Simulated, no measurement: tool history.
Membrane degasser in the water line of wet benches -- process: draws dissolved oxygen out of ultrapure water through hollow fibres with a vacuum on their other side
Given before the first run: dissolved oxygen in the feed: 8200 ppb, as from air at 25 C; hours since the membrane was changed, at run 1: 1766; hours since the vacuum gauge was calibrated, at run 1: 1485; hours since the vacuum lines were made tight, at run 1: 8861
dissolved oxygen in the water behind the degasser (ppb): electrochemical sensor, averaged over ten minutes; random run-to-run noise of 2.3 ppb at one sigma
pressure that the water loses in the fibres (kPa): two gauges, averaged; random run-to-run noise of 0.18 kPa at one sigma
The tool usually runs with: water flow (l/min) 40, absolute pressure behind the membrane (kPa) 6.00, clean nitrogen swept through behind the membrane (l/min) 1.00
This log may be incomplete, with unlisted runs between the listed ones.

run    hour  water flow (l/min)  absolute pressure behind the membrane (kPa)  clean nitrogen swept through behind the membrane (l/min)  hours since the membrane was changed  hours since the vacuum gauge was calibrated  hours since the vacuum lines were made tight  dissolved oxygen in the water behind the degasser (ppb)  pressure that the water loses in the fibres (kPa)
  1     0.0                  40                                         6.00                                                      1.00                                  1766                                         1485                                          8861                                                    229.5                                              33.62
  2    50.1                  40                                         6.00                                                      1.05                                  1816                                         1535                                          8911                                                    222.2                                              33.31
  3    77.6                  36                                         6.00                                                      1.00                                  1844                                         1563                                          8938                                                    215.1                                              30.28
  4   110.6                  36                                         6.00                                                      1.00                                  1877                                         1596                                          8971                                                    213.9                                              30.00
  5   132.5                  36                                         6.00                                                      1.00                                  1899                                         1618                                          8993                                                    211.7                                              30.38
  6   165.5                  36                                         6.00                                                      1.00                                  1932                                         1651                                          9026                                                    209.3                                              30.11
  7   188.0                  36                                         6.00                                                      1.00                                  1954                                         1673                                          9049                                                    212.4                                              29.72
  8   233.5                  40                                         6.00                                                      1.00                                  2000                                         1719                                          9094                                                    228.3                                              33.32
  9   281.7                  40                                         6.00                                                      1.00                                  2048                                         1767                                          9142                                                    233.8                                              33.20
 10   310.7                  39                                         6.00                                                      1.00                                  2077                                         1796                                          9171                                                    227.5                                              32.00
 11   337.0                  40                                         6.00                                                      1.00                                  2103                                         1822                                          9198                                                    231.0                                              33.08
 12   367.6                  40                                         6.00                                                      1.00                                  2134                                         1853                                          9228                                                    236.9                                              33.06
 13   408.9                  40                                         6.00                                                      1.00                                  2175                                         1894                                          9270                                                    235.6                                              32.85
 14   457.9                  40                                         6.00                                                      1.00                                  2224                                         1943                                          9319                                                    225.8                                              32.69
 15   496.9                  40                                         6.00                                                      2.19                                  2263                                         1982                                          9358                                                    126.8                                              32.73
 16   528.9                  40                                         6.05                                                      1.00                                  2295                                         2014                                          9390                                                    238.4                                              32.75
      536.9  -- gauge calibrated
 17   573.6                  40                                         5.88                                                      2.36                                  2340                                         2059                                          9434                                                    114.3                                              33.64
 18   606.2                  40                                         5.88                                                      2.36                                  2373                                         2091                                          9467                                                    115.0                                              33.46
 19   629.8                  40                                         7.30                                                      2.98                                  2396                                         2115                                          9491                                                    139.2                                              33.41
 20   666.4                  24                                         6.00                                                      1.00                                  2433                                         2151                                          9527                                                    147.5                                              20.21
 21   691.2                  42                                         5.10                                                      1.00                                  2458                                         2176                                          9552                                                    169.9                                              34.80
 22   721.9                  42                                         5.10                                                      1.00                                  2488                                         2207                                          9583                                                    169.1                                              34.60
 23   750.8                  33                                         7.52                                                      1.29                                  2517                                         2236                                          9611                                                    240.7                                              27.63
 24   783.1                  33                                         7.52                                                      1.29                                  2550                                         2268                                          9644                                                    230.0                                              27.47
 25   827.2                  33                                         7.52                                                      1.29                                  2594                                         2312                                          9688                                                    239.6                                              27.25
 26   879.3                  40                                        10.08                                                      1.00                                  2646                                         2364                                          9740                                                    538.2                                              32.86
 27   912.9                  40                                         5.59                                                      1.00                                  2679                                         2398                                          9774                                                    203.6                                              32.60
 28   945.2                  51                                         5.59                                                      0.60                                  2712                                         2430                                          9806                                                    345.1                                              42.31
 29   968.6                  37                                         6.11                                                      0.60                                  2735                                         2454                                          9829                                                    326.9                                              30.28
 30   996.6                  58                                         6.00                                                      0.46                                  2763                                         2482                                          9857                                                    496.5                                              47.49
 31  1027.2                  58                                         6.00                                                      0.46                                  2794                                         2512                                          9888                                                    506.7                                              47.32

Predict each of these 3 candidate next runs independently; none follows another, all start after run 31:
  A  1069.4                  25                                        10.61                                                      2.23                                  2836                                         2554                                          9930                                                        ?                                                  ?
  B  1069.4                  26                                        14.65                                                      0.46                                  2836                                         2554                                          9930                                                        ?                                                  ?
  C  1069.4                  58                                         4.84                                                      0.46                                  2836                                         2554                                          9930                                                        ?                                                  ?

run  dissolved oxygen in the water behind the degasser (ppb)  pressure that the water loses in the fibres (kPa)
  A                                                    197.3                                              20.33
  B                                                   1091.8                                              21.23
  C                                                    311.7                                              47.53
With no hidden state in the tool, these same runs would have given:
run  dissolved oxygen in the water behind the degasser (ppb)  pressure that the water loses in the fibres (kPa)
  A                                                    197.2                                              20.94
  B                                                   1091.7                                              21.85
  C                                                    311.4                                              48.93
